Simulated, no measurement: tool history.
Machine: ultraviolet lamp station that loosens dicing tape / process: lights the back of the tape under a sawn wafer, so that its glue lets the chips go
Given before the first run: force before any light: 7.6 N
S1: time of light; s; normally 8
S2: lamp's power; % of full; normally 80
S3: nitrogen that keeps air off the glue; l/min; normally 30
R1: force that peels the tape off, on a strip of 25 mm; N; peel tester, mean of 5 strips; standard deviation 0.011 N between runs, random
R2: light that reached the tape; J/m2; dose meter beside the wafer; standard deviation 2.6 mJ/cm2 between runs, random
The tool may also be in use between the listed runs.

Run 1, hour 0.0: usual settings. Result: R1 0.473 N, R2 3210 J/m2.
Run 2, hour 58.3: usual settings. Result: R1 0.473 N, R2 3230 J/m2.
Run 3, hour 108.1: usual settings but S2 68 % of full. Result: R1 0.660 N, R2 2730 J/m2.
Run 4, hour 149.3: usual settings. Result: R1 0.513 N, R2 3200 J/m2.
Run 5, hour 231.4: usual settings but S2 79 % of full. Result: R1 0.500 N, R2 3160 J/m2.
Run 6, hour 299.2: usual settings but S2 79 % of full, S3 23 l/min. Result: R1 0.609 N, R2 3190 J/m2.
Run 7, hour 374.6: usual settings. Result: R1 0.492 N, R2 3280 J/m2.
Run 8, hour 428.7: usual settings but S2 68 % of full. Result: R1 0.680 N, R2 2720 J/m2.
Run 9, hour 512.1: usual settings. Result: R1 0.466 N, R2 3260 J/m2.
Run 10, hour 598.0: usual settings but S1 12 s. Result: R1 0.239 N, R2 4850 J/m2.
Run 11, hour 683.1: usual settings but S1 12 s. Result: R1 0.226 N, R2 4850 J/m2.
Run 12, hour 723.1: usual settings but S1 12 s. Result: R1 0.239 N, R2 4820 J/m2.
Run 13, hour 795.0: usual settings but S1 12 s. Result: R1 0.230 N, R2 4830 J/m2.
Run 14, hour 849.4: usual settings but S1 12 s. Result: R1 0.243 N, R2 4860 J/m2.
Run 15, hour 913.1: usual settings but S1 12 s. Result: R1 0.235 N, R2 4900 J/m2.
Run 16, hour 995.9: usual settings but S1 6 s, S2 73 % of full, S3 24 l/min. Result: R1 1.193 N, R2 2230 J/m2.
Run 17, hour 1064.7: usual settings but S3 23 l/min. Result: R1 0.579 N, R2 3230 J/m2.
Run 18, hour 1118.2: usual settings but S2 62 % of full, S3 35 l/min. Result: R1 0.704 N, R2 2500 J/m2.
Run 19, hour 1202.1: usual settings but S2 62 % of full, S3 35 l/min. Result: R1 0.736 N, R2 2500 J/m2.
Run 20, hour 1287.5: usual settings but S3 10 l/min. Result: R1 1.187 N, R2 3180 J/m2.
Run 21, hour 1369.0: usual settings but S1 15 s, S2 70 % of full, S3 33 l/min. Result: R1 0.191 N, R2 5330 J/m2.
Run 22, hour 1421.7: usual settings but S1 15 s, S2 98 % of full, S3 55 l/min. Result: R1 0.167 N, R2 7410 J/m2.
Run 23, hour 1497.3: usual settings but S1 15 s, S2 98 % of full, S3 19 l/min. Result: R1 0.172 N, R2 7410 J/m2.
Run 24, hour 1554.5: usual settings but S1 15 s, S2 98 % of full, S3 19 l/min. Result: R1 0.179 N, R2 7300 J/m2.
Run 25, hour 1619.0: usual settings but S1 15 s, S2 98 % of full, S3 19 l/min. Result: R1 0.185 N, R2 7440 J/m2.
Run 26, hour 1679.9: usual settings but S2 83 % of full, S3 40 l/min. Result: R1 0.373 N, R2 3320 J/m2.
Run 27, hour 1716.3: usual settings but S1 13 s, S2 61 % of full, S3 50 l/min. Result: R1 0.235 N, R2 3980 J/m2.

Between the runs listed above, the log contained 2 entries, not reproduced here. Where in the sequence does each belong, and how does what the log doesn't record of the tool's condition differ from the listed run before to the listed run after?
Logged between run 14 and run 15: window cleaned of glue's vapour (hour 894.6)
  light that the window lets through, % of a clean one's: 99.9 -> 100
Logged between run 19 and run 20: lamp changed (hour 1219.7)
  lamp's light, % of a new lamp's: 99.9 -> 100

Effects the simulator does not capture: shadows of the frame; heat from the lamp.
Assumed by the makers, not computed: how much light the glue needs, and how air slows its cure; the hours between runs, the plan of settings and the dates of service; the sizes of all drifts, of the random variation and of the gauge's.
